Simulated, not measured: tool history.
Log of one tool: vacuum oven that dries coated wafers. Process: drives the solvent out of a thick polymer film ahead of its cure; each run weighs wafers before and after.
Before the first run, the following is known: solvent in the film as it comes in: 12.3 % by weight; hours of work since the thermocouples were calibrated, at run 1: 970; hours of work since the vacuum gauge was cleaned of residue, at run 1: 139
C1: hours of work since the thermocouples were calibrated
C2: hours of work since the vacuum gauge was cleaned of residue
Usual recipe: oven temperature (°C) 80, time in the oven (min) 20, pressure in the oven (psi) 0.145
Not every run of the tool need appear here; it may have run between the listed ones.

run 1 day=0 | oven_temperature_(°C)=80 time_in_the_oven_(min)=20 pressure_in_the_oven_(psi)=0.145 | C1=970 C2=139 | solvent_left_in_the_film_(%)=3.24
run 2 day=0.492 | oven_temperature_(°C)=80 time_in_the_oven_(min)=20 pressure_in_the_oven_(psi)=0.145 | C1=978 C2=147 | solvent_left_in_the_film_(%)=3.25
run 3 day=1.117 | oven_temperature_(°C)=80 time_in_the_oven_(min)=20 pressure_in_the_oven_(psi)=0.158 | C1=987 C2=156 | solvent_left_in_the_film_(%)=3.32
run 4 day=1.496 | oven_temperature_(°C)=80 time_in_the_oven_(min)=20 pressure_in_the_oven_(psi)=0.158 | C1=993 C2=162 | solvent_left_in_the_film_(%)=3.32
run 5 day=2.033 | oven_temperature_(°C)=80 time_in_the_oven_(min)=20 pressure_in_the_oven_(psi)=0.158 | C1=1002 C2=171 | solvent_left_in_the_film_(%)=3.27
run 6 day=2.304 | oven_temperature_(°C)=80 time_in_the_oven_(min)=20 pressure_in_the_oven_(psi)=0.158 | C1=1006 C2=175 | solvent_left_in_the_film_(%)=3.29
run 7 day=2.738 | oven_temperature_(°C)=80 time_in_the_oven_(min)=20 pressure_in_the_oven_(psi)=0.158 | C1=1013 C2=182 | solvent_left_in_the_film_(%)=3.21
-- day=3.1 oven's thermocouples calibrated
run 8 day=3.158 | oven_temperature_(°C)=80 time_in_the_oven_(min)=20 pressure_in_the_oven_(psi)=0.158 | C1=1 C2=187 | solvent_left_in_the_film_(%)=3.18
run 9 day=3.538 | oven_temperature_(°C)=80 time_in_the_oven_(min)=20 pressure_in_the_oven_(psi)=0.158 | C1=7 C2=193 | solvent_left_in_the_film_(%)=3.14
run 10 day=3.971 | oven_temperature_(°C)=80 time_in_the_oven_(min)=20 pressure_in_the_oven_(psi)=0.564 | C1=14 C2=200 | solvent_left_in_the_film_(%)=5.51
run 11 day=4.238 | oven_temperature_(°C)=80 time_in_the_oven_(min)=27 pressure_in_the_oven_(psi)=0.145 | C1=18 C2=204 | solvent_left_in_the_film_(%)=2.29
run 12 day=4.617 | oven_temperature_(°C)=80 time_in_the_oven_(min)=20 pressure_in_the_oven_(psi)=0.145 | C1=24 C2=210 | solvent_left_in_the_film_(%)=3.09
run 13 day=5.129 | oven_temperature_(°C)=80 time_in_the_oven_(min)=20 pressure_in_the_oven_(psi)=0.145 | C1=32 C2=218 | solvent_left_in_the_film_(%)=3.18
run 14 day=5.504 | oven_temperature_(°C)=80 time_in_the_oven_(min)=20 pressure_in_the_oven_(psi)=0.145 | C1=38 C2=224 | solvent_left_in_the_film_(%)=3.2
run 15 day=6.079 | oven_temperature_(°C)=80 time_in_the_oven_(min)=20 pressure_in_the_oven_(psi)=0.145 | C1=47 C2=233 | solvent_left_in_the_film_(%)=3.06
run 16 day=6.625 | oven_temperature_(°C)=80 time_in_the_oven_(min)=20 pressure_in_the_oven_(psi)=0.145 | C1=55 C2=241 | solvent_left_in_the_film_(%)=3.15
run 17 day=7.117 | oven_temperature_(°C)=80 time_in_the_oven_(min)=20 pressure_in_the_oven_(psi)=0.145 | C1=63 C2=249 | solvent_left_in_the_film_(%)=3.14
run 18 day=7.5 | oven_temperature_(°C)=80 time_in_the_oven_(min)=20 pressure_in_the_oven_(psi)=0.307 | C1=69 C2=255 | solvent_left_in_the_film_(%)=4.07
-- day=7.6 vacuum gauge cleaned of residue and calibrated
run 19 day=8.033 | oven_temperature_(°C)=80 time_in_the_oven_(min)=20 pressure_in_the_oven_(psi)=0.307 | C1=76 C2=7 | solvent_left_in_the_film_(%)=4.12
run 20 day=8.479 | oven_temperature_(°C)=80 time_in_the_oven_(min)=20 pressure_in_the_oven_(psi)=0.36 | C1=83 C2=14 | solvent_left_in_the_film_(%)=4.4
run 21 day=8.842 | oven_temperature_(°C)=80 time_in_the_oven_(min)=20 pressure_in_the_oven_(psi)=0.36 | C1=89 C2=19 | solvent_left_in_the_film_(%)=4.32
run 22 day=9.329 | oven_temperature_(°C)=80 time_in_the_oven_(min)=30 pressure_in_the_oven_(psi)=0.145 | C1=96 C2=27 | solvent_left_in_the_film_(%)=2.13
run 23 day=9.854 | oven_temperature_(°C)=80 time_in_the_oven_(min)=30 pressure_in_the_oven_(psi)=0.145 | C1=105 C2=35 | solvent_left_in_the_film_(%)=2.07
run 24 day=10.321 | oven_temperature_(°C)=92 time_in_the_oven_(min)=15 pressure_in_the_oven_(psi)=0.11 | C1=112 C2=43 | solvent_left_in_the_film_(%)=1.82
run 25 day=10.6 | oven_temperature_(°C)=66 time_in_the_oven_(min)=17 pressure_in_the_oven_(psi)=0.11 | C1=116 C2=47 | solvent_left_in_the_film_(%)=6.47
-- day=11.054 vacuum gauge cleaned of residue and calibrated, once more
run 26 day=11.158 | oven_temperature_(°C)=73 time_in_the_oven_(min)=16 pressure_in_the_oven_(psi)=0.145 | C1=124 C2=2 | solvent_left_in_the_film_(%)=5.29
run 27 day=11.621 | oven_temperature_(°C)=73 time_in_the_oven_(min)=16 pressure_in_the_oven_(psi)=0.145 | C1=131 C2=9 | solvent_left_in_the_film_(%)=5.37
run 28 day=12.025 | oven_temperature_(°C)=73 time_in_the_oven_(min)=16 pressure_in_the_oven_(psi)=0.145 | C1=138 C2=15 | solvent_left_in_the_film_(%)=5.19
run 29 day=12.542 | oven_temperature_(°C)=89 time_in_the_oven_(min)=12 pressure_in_the_oven_(psi)=0.249 | C1=146 C2=23 | solvent_left_in_the_film_(%)=3.46
run 30 day=13.038 | oven_temperature_(°C)=76 time_in_the_oven_(min)=14 pressure_in_the_oven_(psi)=0.077 | C1=153 C2=31 | solvent_left_in_the_film_(%)=4.7
run 31 day=13.508 | oven_temperature_(°C)=81 time_in_the_oven_(min)=11 pressure_in_the_oven_(psi)=0.579 | C1=161 C2=38 | solvent_left_in_the_film_(%)=6.88
run 32 day=13.796 | oven_temperature_(°C)=80 time_in_the_oven_(min)=31 pressure_in_the_oven_(psi)=0.145 | C1=165 C2=43 | solvent_left_in_the_film_(%)=1.88
run 33 day=14.429 | oven_temperature_(°C)=89 time_in_the_oven_(min)=20 pressure_in_the_oven_(psi)=0.145 | C1=175 C2=53 | solvent_left_in_the_film_(%)=1.63
run 34 day=15.021 | oven_temperature_(°C)=67 time_in_the_oven_(min)=18 pressure_in_the_oven_(psi)=0.109 | C1=184 C2=62 | solvent_left_in_the_film_(%)=5.93
run 35 day=15.571 | oven_temperature_(°C)=67 time_in_the_oven_(min)=29 pressure_in_the_oven_(psi)=0.109 | C1=193 C2=71 | solvent_left_in_the_film_(%)=4.38
run 36 day=15.871 | oven_temperature_(°C)=67 time_in_the_oven_(min)=29 pressure_in_the_oven_(psi)=0.109 | C1=198 C2=75 | solvent_left_in_the_film_(%)=4.43
run 37 day=16.304 | oven_temperature_(°C)=67 time_in_the_oven_(min)=29 pressure_in_the_oven_(psi)=0.109 | C1=205 C2=82 | solvent_left_in_the_film_(%)=4.46
run 38 day=16.642 | oven_temperature_(°C)=67 time_in_the_oven_(min)=29 pressure_in_the_oven_(psi)=0.109 | C1=210 C2=87 | solvent_left_in_the_film_(%)=4.43
run 39 day=17.229 | oven_temperature_(°C)=67 time_in_the_oven_(min)=29 pressure_in_the_oven_(psi)=0.119 | C1=219 C2=97 | solvent_left_in_the_film_(%)=4.56
run 40 day=17.696 | oven_temperature_(°C)=80 time_in_the_oven_(min)=16 pressure_in_the_oven_(psi)=0.145 | C1=226 C2=104 | solvent_left_in_the_film_(%)=3.78
run 41 day=18.125 | oven_temperature_(°C)=80 time_in_the_oven_(min)=16 pressure_in_the_oven_(psi)=0.268 | C1=233 C2=111 | solvent_left_in_the_film_(%)=4.49
run 42 day=18.654 | oven_temperature_(°C)=80 time_in_the_oven_(min)=16 pressure_in_the_oven_(psi)=0.268 | C1=241 C2=119 | solvent_left_in_the_film_(%)=4.49
run 43 day=19.142 | oven_temperature_(°C)=80 time_in_the_oven_(min)=16 pressure_in_the_oven_(psi)=0.268 | C1=249 C2=126 | solvent_left_in_the_film_(%)=4.48
run 44 day=19.742 | oven_temperature_(°C)=95 time_in_the_oven_(min)=35 pressure_in_the_oven_(psi)=0.145 | C1=258 C2=136 | solvent_left_in_the_film_(%)=0.67
run 45 day=20.121 | oven_temperature_(°C)=95 time_in_the_oven_(min)=35 pressure_in_the_oven_(psi)=0.145 | C1=264 C2=142 | solvent_left_in_the_film_(%)=0.61

For run 46, what comes out?
run 46 day=20.704 | oven_temperature_(°C)=79 time_in_the_oven_(min)=33 pressure_in_the_oven_(psi)=0.145 | C1=273 C2=151 | solvent_left_in_the_film_(%)=?

solvent left in the film (%): 2
The same run, on a tool lacking any hidden state, would have yielded solvent left in the film (%) 1.87.
